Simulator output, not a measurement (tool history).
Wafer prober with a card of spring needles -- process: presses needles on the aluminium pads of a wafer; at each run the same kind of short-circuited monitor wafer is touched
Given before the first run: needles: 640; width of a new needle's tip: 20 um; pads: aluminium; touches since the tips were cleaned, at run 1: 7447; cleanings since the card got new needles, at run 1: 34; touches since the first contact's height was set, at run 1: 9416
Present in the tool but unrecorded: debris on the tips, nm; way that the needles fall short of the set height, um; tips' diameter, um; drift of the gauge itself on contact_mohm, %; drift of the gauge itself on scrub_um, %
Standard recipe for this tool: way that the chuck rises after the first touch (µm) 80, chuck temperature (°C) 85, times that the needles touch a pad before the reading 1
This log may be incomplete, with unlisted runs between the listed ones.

run     day  way that the chuck rises after the first touch (µm)  chuck temperature (°C)  times that the needles touch a pad before the reading  touches since the tips were cleaned  cleanings since the card got new needles  touches since the first contact's height was set  resistance of one needle with its contact and lead (mohm)  way that a needle slides on the pad (µm)
  1       0                                                   80                      85                                                      1                                 7447                                        34                                              9416                                                        315                                     14.71
      0.096  -- tips cleaned on abrasive film
  2    0.45                                                   80                      85                                                      1                                 4922                                        35                                             15605                                                        309                                     14.69
      0.708  -- tips cleaned on abrasive film
        1.3  -- tips cleaned on abrasive film
  3   1.396                                                   80                      85                                                      1                                 1347                                        37                                             28685                                                        267                                     14.64
      1.896  -- tips cleaned on abrasive film
  4   2.271                                                   80                      85                                                      2                                 5199                                        38                                             40777                                                        282                                     14.64
      2.508  -- tips cleaned on abrasive film
      3.125  -- tips cleaned on abrasive film
  5   3.233                                                   94                      85                                                      2                                 1507                                        40                                             54063                                                        252                                     17.17
      3.729  -- tips cleaned on abrasive film
  6   3.938                                                  100                      85                                                      1                                 2908                                        41                                             63792                                                        275                                     18.28
      4.329  -- tips cleaned on abrasive film
  7   4.804                                                   80                      85                                                      1                                 6576                                        42                                             75763                                                        317                                     14.54
      4.925  -- tips cleaned on abrasive film
      5.496  -- tips cleaned on abrasive film
  8   5.496                                                   80                      85                                                      1                                   33                                        44                                             85299                                                        247                                      14.5
      6.079  -- tips cleaned on abrasive film
  9   6.458                                                   80                      85                                                      1                                 5280                                        45                                             98627                                                        317                                     14.48
      6.646  -- height of the first contact set anew
      6.725  -- tips cleaned on abrasive film
 10   7.025                                                   80                      96                                                      1                                 4170                                        46                                              5216                                                        311                                     14.74
        7.3  -- tips cleaned on abrasive film
 11   7.842                                                   69                      33                                                      3                                 7537                                        47                                             16485                                                        270                                     12.69
      7.888  -- tips cleaned on abrasive film
 12   8.417                                                   67                      44                                                      3                                 7361                                        48                                             24464                                                        276                                      12.3
      8.467  -- tips cleaned on abrasive film
 13   8.958                                                   67                      44                                                      3                                 6875                                        49                                             31949                                                        274                                     12.27
      9.046  -- tips cleaned on abrasive film
      9.629  -- tips cleaned on abrasive film
 14   9.688                                                   77                      44                                                      1                                  832                                        51                                             41952                                                        256                                     14.06
     10.225  -- tips cleaned on abrasive film
 15  10.683                                                   78                      85                                                      1                                 6391                                        52                                             55746                                                        321                                     14.22
     10.829  -- tips cleaned on abrasive film
 16  11.204                                                   78                      85                                                      1                                 5207                                        53                                             62926                                                        312                                     14.16

Some steps in resistance of one needle with its contact and lead (mohm) between neighbouring runs. How much of each would the tool show without its hidden state too (settings, what came in, random variation), and how much is left for the hidden state, with any gauge scatter that isn't in both results?
Run 7 -> 8: tips cleaned on abrasive film, tips cleaned on abrasive film. resistance of one needle with its contact and lead (mohm) -70: hidden state -69, all else -1.
